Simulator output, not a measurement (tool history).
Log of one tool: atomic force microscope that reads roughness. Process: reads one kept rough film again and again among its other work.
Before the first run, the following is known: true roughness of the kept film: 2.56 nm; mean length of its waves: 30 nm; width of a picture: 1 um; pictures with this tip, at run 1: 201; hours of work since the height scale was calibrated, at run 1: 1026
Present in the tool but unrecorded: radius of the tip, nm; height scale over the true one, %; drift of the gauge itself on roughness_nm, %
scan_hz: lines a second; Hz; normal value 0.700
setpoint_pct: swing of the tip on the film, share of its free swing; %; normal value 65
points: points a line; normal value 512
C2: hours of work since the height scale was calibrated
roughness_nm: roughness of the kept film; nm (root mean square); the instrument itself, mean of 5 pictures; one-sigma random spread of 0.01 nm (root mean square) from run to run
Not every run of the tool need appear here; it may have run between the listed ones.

run 1 hour=0.0 | scan_hz=0.700 setpoint_pct=65 points=512 | pictures_with_this_tip=201 C2=1026 | roughness_nm=2.278
run 2 hour=30.5 | scan_hz=1.645 setpoint_pct=65 points=512 | pictures_with_this_tip=254 C2=1042 | roughness_nm=2.216
-- hour=50.0 new tip fitted
run 3 hour=59.0 | scan_hz=1.645 setpoint_pct=65 points=512 | pictures_with_this_tip=16 C2=1056 | roughness_nm=2.221
run 4 hour=83.9 | scan_hz=1.645 setpoint_pct=65 points=512 | pictures_with_this_tip=59 C2=1070 | roughness_nm=2.203
run 5 hour=138.2 | scan_hz=0.700 setpoint_pct=87 points=512 | pictures_with_this_tip=154 C2=1098 | roughness_nm=2.173
run 6 hour=179.0 | scan_hz=0.700 setpoint_pct=87 points=512 | pictures_with_this_tip=226 C2=1120 | roughness_nm=2.142
run 7 hour=203.7 | scan_hz=0.700 setpoint_pct=57 points=512 | pictures_with_this_tip=269 C2=1133 | roughness_nm=2.328
-- hour=214.3 new tip fitted
run 8 hour=227.2 | scan_hz=0.700 setpoint_pct=57 points=512 | pictures_with_this_tip=22 C2=1145 | roughness_nm=2.314
run 9 hour=258.0 | scan_hz=3.109 setpoint_pct=61 points=352 | pictures_with_this_tip=76 C2=1161 | roughness_nm=2.138
run 10 hour=311.3 | scan_hz=3.109 setpoint_pct=61 points=352 | pictures_with_this_tip=169 C2=1189 | roughness_nm=2.147
run 11 hour=352.3 | scan_hz=0.845 setpoint_pct=59 points=385 | pictures_with_this_tip=241 C2=1211 | roughness_nm=2.289
-- hour=378.6 new tip fitted
run 12 hour=380.2 | scan_hz=0.845 setpoint_pct=73 points=928 | pictures_with_this_tip=3 C2=1226 | roughness_nm=2.249
run 13 hour=432.5 | scan_hz=0.567 setpoint_pct=87 points=836 | pictures_with_this_tip=94 C2=1253 | roughness_nm=2.199
run 14 hour=469.9 | scan_hz=0.719 setpoint_pct=64 points=512 | pictures_with_this_tip=160 C2=1273 | roughness_nm=2.297
run 15 hour=500.0 | scan_hz=0.550 setpoint_pct=87 points=295 | pictures_with_this_tip=213 C2=1289 | roughness_nm=2.169
-- hour=544.8 new tip fitted
run 16 hour=553.2 | scan_hz=0.550 setpoint_pct=87 points=295 | pictures_with_this_tip=15 C2=1317 | roughness_nm=2.194

Predict each of these 4 candidate next runs independently; none follows another, all start after run 16:
run A hour=583.4 | scan_hz=0.550 setpoint_pct=81 points=627 | pictures_with_this_tip=68 C2=1333 | roughness_nm=?
run B hour=583.4 | scan_hz=1.083 setpoint_pct=73 points=600 | pictures_with_this_tip=68 C2=1333 | roughness_nm=?
run C hour=583.4 | scan_hz=1.020 setpoint_pct=74 points=929 | pictures_with_this_tip=68 C2=1333 | roughness_nm=?
run D hour=583.4 | scan_hz=0.550 setpoint_pct=56 points=295 | pictures_with_this_tip=68 C2=1333 | roughness_nm=?

run=A roughness_nm=2.230
run=B roughness_nm=2.215
run=C roughness_nm=2.222
run=D roughness_nm=2.316
Without the tool's hidden state the same runs would have given:
run=A roughness_nm=2.231
run=B roughness_nm=2.216
run=C roughness_nm=2.223
run=D roughness_nm=2.317

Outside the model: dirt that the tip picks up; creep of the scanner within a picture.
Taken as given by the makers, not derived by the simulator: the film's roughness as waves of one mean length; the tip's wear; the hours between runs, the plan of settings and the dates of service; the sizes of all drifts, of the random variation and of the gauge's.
